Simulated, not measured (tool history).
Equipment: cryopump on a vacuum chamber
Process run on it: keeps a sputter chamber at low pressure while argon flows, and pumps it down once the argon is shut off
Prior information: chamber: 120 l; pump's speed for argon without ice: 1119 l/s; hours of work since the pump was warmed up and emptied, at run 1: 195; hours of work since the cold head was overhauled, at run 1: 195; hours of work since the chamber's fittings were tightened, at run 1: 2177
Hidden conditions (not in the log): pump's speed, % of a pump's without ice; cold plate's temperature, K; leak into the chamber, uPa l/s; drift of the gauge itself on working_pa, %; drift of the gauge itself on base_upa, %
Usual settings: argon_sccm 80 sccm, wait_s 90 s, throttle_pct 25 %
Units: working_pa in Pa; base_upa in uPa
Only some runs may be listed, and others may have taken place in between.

run,hour,argon_sccm,wait_s,throttle_pct,hours of work since the pump was warmed up and emptied,hours of work since the cold head was overhauled,hours of work since the chamber's fittings were tightened,working_pa,base_upa
1,0,80,90,25,195,195,2177,0.4877,1.83
2,53,89,90,25,218,218,2200,0.5456,1.85
3,161.1,80,90,25,265,265,2247,0.4945,1.88
4,232.6,80,28,25,297,297,2279,0.4937,4
5,294,80,28,25,323,323,2305,0.499,4.04
# hour 376.9: leaking fittings of the chamber tightened, without venting
6,405.4,80,28,25,371,371,12,0.4941,3.42
7,511.9,80,28,25,417,417,59,0.5022,3.5
8,582.4,80,28,25,448,448,89,0.4974,3.48
9,691.6,80,28,25,495,495,137,0.4959,3.5
10,753.8,80,28,25,523,523,164,0.5016,3.62
11,858.5,80,28,25,568,568,210,0.4986,3.53
12,970.8,80,28,25,617,617,259,0.5083,3.53
13,1081.6,60,90,25,665,665,307,0.3773,1.4

Run 14 comes next. What will it give?
14,1133,60,97,21,688,688,329,?,?

working_pa: 0.4487 Pa
base_upa: 1.29 uPa
Without the tool's hidden state the same run would have given working_pa 0.4311 Pa, base_upa 1.14 uPa.
